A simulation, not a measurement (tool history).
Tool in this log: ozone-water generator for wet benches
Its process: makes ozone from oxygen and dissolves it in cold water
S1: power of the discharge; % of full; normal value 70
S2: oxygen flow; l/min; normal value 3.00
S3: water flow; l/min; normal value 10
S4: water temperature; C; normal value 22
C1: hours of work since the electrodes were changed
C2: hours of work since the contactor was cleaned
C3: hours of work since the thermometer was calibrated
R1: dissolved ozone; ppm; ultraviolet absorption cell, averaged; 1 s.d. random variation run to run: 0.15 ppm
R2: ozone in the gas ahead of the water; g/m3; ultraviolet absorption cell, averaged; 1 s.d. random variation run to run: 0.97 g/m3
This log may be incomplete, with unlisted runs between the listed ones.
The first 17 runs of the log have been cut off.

run	day	S1	S2	S3	S4	C1	C2	C3	R1	R2
18	26.912	78	3.00	10	25	2450	4518	4876	15.6	168.2
19	28.475	78	3.00	10	25	2486	4553	4912	15.7	169.9
20	29.479	53	3.00	15	22	2509	4577	4935	9.8	136.6
21	31.400	53	2.31	12	22	2553	4621	4979	11.8	162.3
22	32.512	41	3.00	10	22	2579	4646	5004	11.3	119.6
23	34.392	41	2.29	10	19	2622	4690	5048	12.4	143.1
# day 34.592: water thermometer calibrated
24	36.188	70	3.00	6	22	2663	4731	37	21.1	158.6
25	37.129	91	4.06	6	16	2685	4752	58	25.3	147.9
26	38.938	67	4.06	6	22	2726	4794	100	18.4	126.4
# day 39.958: water thermometer calibrated, once more
27	40.304	67	4.06	6	22	2757	4825	8	18.6	126.0
28	41.404	84	2.37	6	19	2782	4850	33	26.5	202.8
29	43.154	84	3.05	6	19	2823	4890	73	24.8	173.0
30	44.396	84	3.05	6	19	2851	4919	102	24.7	169.3
31	46.258	70	3.00	10	30	2894	4962	145	13.5	156.9
32	47.762	79	3.00	7	14	2929	4996	180	23.8	167.5
33	49.867	70	4.06	10	22	2977	5045	228	14.3	127.5
34	51.779	73	4.23	10	18	3021	5089	272	15.4	126.7

Forecast each of these 3 alternatives for the next run:
A	53.367	85	4.23	10	18	3058	5125	308	?	?
B	53.367	61	4.23	10	18	3058	5125	308	?	?
C	53.367	73	1.89	11	19	3058	5125	308	?	?

run	R1	R2
A	16.8	136.9
B	14.0	115.7
C	15.7	216.5
With no hidden state in the tool, these same runs would have given:
run	R1	R2
A	20.4	147.4
B	16.8	123.1
C	19.0	231.8

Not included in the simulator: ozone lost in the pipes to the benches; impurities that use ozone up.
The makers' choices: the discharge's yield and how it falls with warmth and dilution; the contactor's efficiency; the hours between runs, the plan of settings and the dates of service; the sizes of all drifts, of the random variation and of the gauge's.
